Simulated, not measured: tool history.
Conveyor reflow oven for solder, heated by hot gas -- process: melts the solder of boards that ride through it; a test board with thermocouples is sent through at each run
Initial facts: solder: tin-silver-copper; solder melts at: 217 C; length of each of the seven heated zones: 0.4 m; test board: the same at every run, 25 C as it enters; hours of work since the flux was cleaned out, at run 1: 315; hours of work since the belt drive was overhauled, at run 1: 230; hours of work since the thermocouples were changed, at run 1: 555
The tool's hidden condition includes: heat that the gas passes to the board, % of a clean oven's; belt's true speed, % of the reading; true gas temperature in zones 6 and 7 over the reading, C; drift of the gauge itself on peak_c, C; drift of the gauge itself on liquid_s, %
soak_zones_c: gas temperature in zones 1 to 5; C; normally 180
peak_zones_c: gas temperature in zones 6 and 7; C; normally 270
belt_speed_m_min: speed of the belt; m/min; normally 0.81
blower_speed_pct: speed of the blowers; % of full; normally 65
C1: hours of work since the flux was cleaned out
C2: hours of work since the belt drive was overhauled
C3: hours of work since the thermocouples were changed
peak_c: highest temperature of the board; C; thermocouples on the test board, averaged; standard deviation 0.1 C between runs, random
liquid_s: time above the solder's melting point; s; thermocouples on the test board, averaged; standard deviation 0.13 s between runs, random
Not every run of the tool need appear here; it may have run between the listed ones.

run 1 hour=0 | soak_zones_c=180 peak_zones_c=270 belt_speed_m_min=0.81 blower_speed_pct=65 | C1=315 C2=230 C3=555 | peak_c=252.4 liquid_s=45.9
-- hour=8.5 flux residue cleaned out of gas plates and filters
run 2 hour=45.2 | soak_zones_c=180 peak_zones_c=270 belt_speed_m_min=0.81 blower_speed_pct=65 | C1=20 C2=252 C3=577 | peak_c=254.6 liquid_s=47.2
run 3 hour=84.4 | soak_zones_c=180 peak_zones_c=270 belt_speed_m_min=0.81 blower_speed_pct=65 | C1=40 C2=272 C3=598 | peak_c=254.5 liquid_s=47.5
run 4 hour=112.9 | soak_zones_c=180 peak_zones_c=270 belt_speed_m_min=0.81 blower_speed_pct=65 | C1=56 C2=288 C3=613 | peak_c=254.4 liquid_s=47.6
run 5 hour=154.6 | soak_zones_c=180 peak_zones_c=270 belt_speed_m_min=0.81 blower_speed_pct=65 | C1=78 C2=310 C3=635 | peak_c=254.3 liquid_s=47.4
run 6 hour=182.5 | soak_zones_c=180 peak_zones_c=270 belt_speed_m_min=0.81 blower_speed_pct=65 | C1=93 C2=325 C3=650 | peak_c=254.2 liquid_s=47
run 7 hour=220.2 | soak_zones_c=180 peak_zones_c=270 belt_speed_m_min=0.81 blower_speed_pct=65 | C1=113 C2=345 C3=670 | peak_c=254.2 liquid_s=47.3
run 8 hour=273.7 | soak_zones_c=177 peak_zones_c=270 belt_speed_m_min=0.81 blower_speed_pct=65 | C1=141 C2=373 C3=698 | peak_c=253.4 liquid_s=45.9
run 9 hour=321.9 | soak_zones_c=180 peak_zones_c=270 belt_speed_m_min=0.81 blower_speed_pct=60 | C1=167 C2=399 C3=724 | peak_c=252.2 liquid_s=46.1
run 10 hour=357.9 | soak_zones_c=191 peak_zones_c=270 belt_speed_m_min=0.81 blower_speed_pct=65 | C1=186 C2=418 C3=743 | peak_c=255.9 liquid_s=51.9
run 11 hour=388.2 | soak_zones_c=180 peak_zones_c=270 belt_speed_m_min=0.81 blower_speed_pct=65 | C1=202 C2=434 C3=759 | peak_c=253.6 liquid_s=46.8
run 12 hour=436.4 | soak_zones_c=180 peak_zones_c=266 belt_speed_m_min=0.81 blower_speed_pct=65 | C1=228 C2=460 C3=785 | peak_c=250.1 liquid_s=44.6
run 13 hour=473.6 | soak_zones_c=180 peak_zones_c=266 belt_speed_m_min=0.81 blower_speed_pct=65 | C1=248 C2=480 C3=805 | peak_c=249.9 liquid_s=44.9
run 14 hour=535.2 | soak_zones_c=180 peak_zones_c=258 belt_speed_m_min=0.912 blower_speed_pct=65 | C1=281 C2=513 C3=838 | peak_c=239 liquid_s=31.4
run 15 hour=561.1 | soak_zones_c=180 peak_zones_c=268 belt_speed_m_min=0.729 blower_speed_pct=65 | C1=294 C2=526 C3=852 | peak_c=254.8 liquid_s=53.7
-- hour=607.8 flux residue cleaned out of gas plates and filters
run 16 hour=629.4 | soak_zones_c=180 peak_zones_c=268 belt_speed_m_min=0.729 blower_speed_pct=65 | C1=12 C2=560 C3=885 | peak_c=256.5 liquid_s=54.9
run 17 hour=676.9 | soak_zones_c=186 peak_zones_c=265 belt_speed_m_min=0.81 blower_speed_pct=84 | C1=37 C2=585 C3=911 | peak_c=255.7 liquid_s=51.3
run 18 hour=722.3 | soak_zones_c=166 peak_zones_c=270 belt_speed_m_min=0.81 blower_speed_pct=65 | C1=61 C2=610 C3=935 | peak_c=252.4 liquid_s=42.8
run 19 hour=752.2 | soak_zones_c=178 peak_zones_c=270 belt_speed_m_min=0.81 blower_speed_pct=87 | C1=77 C2=626 C3=951 | peak_c=259.4 liquid_s=50.5
run 20 hour=786.3 | soak_zones_c=176 peak_zones_c=269 belt_speed_m_min=0.928 blower_speed_pct=50 | C1=95 C2=644 C3=969 | peak_c=242.2 liquid_s=31.2
run 21 hour=842.9 | soak_zones_c=176 peak_zones_c=269 belt_speed_m_min=0.928 blower_speed_pct=50 | C1=125 C2=674 C3=999 | peak_c=242.1 liquid_s=31
run 22 hour=897.5 | soak_zones_c=189 peak_zones_c=279 belt_speed_m_min=0.756 blower_speed_pct=64 | C1=154 C2=703 C3=1028 | peak_c=266 liquid_s=60.4
run 23 hour=928.6 | soak_zones_c=180 peak_zones_c=270 belt_speed_m_min=0.81 blower_speed_pct=65 | C1=171 C2=720 C3=1045 | peak_c=254.4 liquid_s=47.7

Forecast each of these 4 alternatives for the next run:
run A hour=988.2 | soak_zones_c=180 peak_zones_c=259 belt_speed_m_min=0.81 blower_speed_pct=65 | C1=203 C2=751 C3=1076 | peak_c=? liquid_s=?
run B hour=988.2 | soak_zones_c=180 peak_zones_c=277 belt_speed_m_min=0.81 blower_speed_pct=65 | C1=203 C2=751 C3=1076 | peak_c=? liquid_s=?
run C hour=988.2 | soak_zones_c=180 peak_zones_c=276 belt_speed_m_min=0.817 blower_speed_pct=63 | C1=203 C2=751 C3=1076 | peak_c=? liquid_s=?
run D hour=988.2 | soak_zones_c=191 peak_zones_c=268 belt_speed_m_min=0.764 blower_speed_pct=65 | C1=203 C2=751 C3=1076 | peak_c=? liquid_s=?

run=A peak_c=244.9 liquid_s=41.9
run=B peak_c=260.5 liquid_s=50.9
run=C peak_c=258.6 liquid_s=49.3
run=D peak_c=256.3 liquid_s=55.8
Stripped of hidden state, with their random variation kept, the same runs would have yielded:
run=A peak_c=244.4 liquid_s=41.1
run=B peak_c=260.1 liquid_s=49.9
run=C peak_c=258.1 liquid_s=48.3
run=D peak_c=255.7 liquid_s=54.6
